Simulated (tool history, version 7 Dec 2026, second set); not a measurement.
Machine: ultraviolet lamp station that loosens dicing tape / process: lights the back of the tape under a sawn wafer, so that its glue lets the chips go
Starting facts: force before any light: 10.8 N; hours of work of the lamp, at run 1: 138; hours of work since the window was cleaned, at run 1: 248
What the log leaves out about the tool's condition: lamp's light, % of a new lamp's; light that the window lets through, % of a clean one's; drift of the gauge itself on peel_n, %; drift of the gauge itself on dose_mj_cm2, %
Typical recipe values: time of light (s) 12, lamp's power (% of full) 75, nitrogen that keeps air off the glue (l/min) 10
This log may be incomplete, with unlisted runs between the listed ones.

run,hour,time of light (s),lamp's power (% of full),nitrogen that keeps air off the glue (l/min),hours of work of the lamp,hours of work since the window was cleaned,force that peels the tape off (N),light that reached the tape (mJ/cm²)
1,0,12,75,10,138,248,0.312,440
2,26.2,12,95,10,154,263,0.195,565
3,50,12,95,10,168,277,0.199,559
4,72.3,12,95,10,181,291,0.186,548
5,87,12,95,4,190,299,0.326,542
6,102.3,12,95,4,199,308,0.328,553
# hour 112.7: window cleaned of glue's vapour
7,116.4,8,75,10,207,2,0.824,301
8,144,8,75,10,223,19,0.823,299
9,169.1,8,75,10,238,34,0.84,294
10,191.8,8,75,10,252,47,0.846,289
11,207.2,8,75,10,261,56,0.859,287
12,229.7,8,75,10,274,70,0.839,289
13,253.1,8,72,10,288,83,0.967,274
14,276.4,12,87,10,302,97,0.239,492
15,297.2,12,87,10,314,110,0.231,488
16,309.2,12,75,17,322,117,0.261,418
17,326.4,12,75,17,332,127,0.275,417
18,352.8,9,75,15,347,143,0.596,310
19,369.7,14,75,10,357,153,0.264,479
20,392,10,75,10,371,166,0.576,341
21,419.5,10,75,10,387,182,0.59,342
22,444.8,6,90,10,402,197,1.228,245
23,472.1,12,70,13,418,213,0.39,370
24,496.3,8,75,3,433,228,2.014,262
25,514.6,12,75,18,444,239,0.308,394

Run 26, settings as shown, results not yet in. Your forecast:
26,528.3,12,70,5,452,247,?,?

Run 26 gave force that peels the tape off (N) 0.774, light that reached the tape (mJ/cm²) 363.
Had the tool carried no hidden state, the very same run would have given force that peels the tape off (N) 0.468, light that reached the tape (mJ/cm²) 449.
